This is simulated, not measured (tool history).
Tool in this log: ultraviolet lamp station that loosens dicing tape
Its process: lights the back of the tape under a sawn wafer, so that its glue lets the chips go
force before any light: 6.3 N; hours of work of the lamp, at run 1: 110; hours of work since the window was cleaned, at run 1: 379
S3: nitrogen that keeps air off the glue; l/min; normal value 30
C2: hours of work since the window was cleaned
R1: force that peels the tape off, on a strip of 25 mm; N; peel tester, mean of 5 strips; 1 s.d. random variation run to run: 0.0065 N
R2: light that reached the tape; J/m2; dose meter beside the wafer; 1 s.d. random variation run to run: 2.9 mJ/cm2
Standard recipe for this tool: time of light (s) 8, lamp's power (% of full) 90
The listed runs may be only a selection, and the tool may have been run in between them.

{"run": 1, "hour": 0.0, "time of light (s)": 8, "lamp's power (% of full)": 90, "S3": 30, "hours of work of the lamp": 110, "C2": 379, "R1": 0.243, "R2": 3780}
{"run": 2, "hour": 6.1, "time of light (s)": 8, "lamp's power (% of full)": 76, "S3": 30, "hours of work of the lamp": 114, "C2": 384, "R1": 0.352, "R2": 3150}
{"run": 3, "hour": 16.7, "time of light (s)": 8, "lamp's power (% of full)": 90, "S3": 12, "hours of work of the lamp": 122, "C2": 391, "R1": 0.422, "R2": 3770}
{"hour": 19.0, "done": "window cleaned of glue's vapour"}
{"run": 4, "hour": 24.1, "time of light (s)": 8, "lamp's power (% of full)": 90, "S3": 12, "hours of work of the lamp": 127, "C2": 4, "R1": 0.364, "R2": 4080}
{"run": 5, "hour": 34.1, "time of light (s)": 8, "lamp's power (% of full)": 90, "S3": 12, "hours of work of the lamp": 134, "C2": 11, "R1": 0.367, "R2": 4040}
{"run": 6, "hour": 40.3, "time of light (s)": 8, "lamp's power (% of full)": 90, "S3": 30, "hours of work of the lamp": 138, "C2": 15, "R1": 0.222, "R2": 4080}
{"run": 7, "hour": 48.2, "time of light (s)": 8, "lamp's power (% of full)": 69, "S3": 30, "hours of work of the lamp": 144, "C2": 21, "R1": 0.366, "R2": 3160}
{"run": 8, "hour": 55.0, "time of light (s)": 8, "lamp's power (% of full)": 69, "S3": 30, "hours of work of the lamp": 149, "C2": 26, "R1": 0.378, "R2": 3110}
{"run": 9, "hour": 64.6, "time of light (s)": 8, "lamp's power (% of full)": 69, "S3": 30, "hours of work of the lamp": 156, "C2": 33, "R1": 0.362, "R2": 3100}
{"run": 10, "hour": 70.3, "time of light (s)": 8, "lamp's power (% of full)": 69, "S3": 30, "hours of work of the lamp": 160, "C2": 37, "R1": 0.381, "R2": 3080}
{"run": 11, "hour": 78.3, "time of light (s)": 8, "lamp's power (% of full)": 90, "S3": 11, "hours of work of the lamp": 165, "C2": 42, "R1": 0.383, "R2": 3980}
{"run": 12, "hour": 85.3, "time of light (s)": 8, "lamp's power (% of full)": 90, "S3": 11, "hours of work of the lamp": 170, "C2": 47, "R1": 0.399, "R2": 4030}
{"run": 13, "hour": 93.9, "time of light (s)": 8, "lamp's power (% of full)": 90, "S3": 11, "hours of work of the lamp": 177, "C2": 54, "R1": 0.405, "R2": 4020}
{"run": 14, "hour": 101.8, "time of light (s)": 6, "lamp's power (% of full)": 90, "S3": 11, "hours of work of the lamp": 182, "C2": 59, "R1": 0.694, "R2": 2950}
{"run": 15, "hour": 112.5, "time of light (s)": 6, "lamp's power (% of full)": 90, "S3": 11, "hours of work of the lamp": 190, "C2": 67, "R1": 0.738, "R2": 3020}
{"run": 16, "hour": 121.4, "time of light (s)": 10, "lamp's power (% of full)": 67, "S3": 19, "hours of work of the lamp": 196, "C2": 73, "R1": 0.34, "R2": 3680}

The next listed run, before its measurement:
{"run": 17, "hour": 129.2, "time of light (s)": 10, "lamp's power (% of full)": 67, "S3": 19, "hours of work of the lamp": 202, "C2": 79, "R1": "?", "R2": "?"}

Run 17 came out at R1 0.324 N, R2 3680 J/m2.
Had the tool carried no hidden state, the very same run would have given R1 0.284 N, R2 3920 J/m2.

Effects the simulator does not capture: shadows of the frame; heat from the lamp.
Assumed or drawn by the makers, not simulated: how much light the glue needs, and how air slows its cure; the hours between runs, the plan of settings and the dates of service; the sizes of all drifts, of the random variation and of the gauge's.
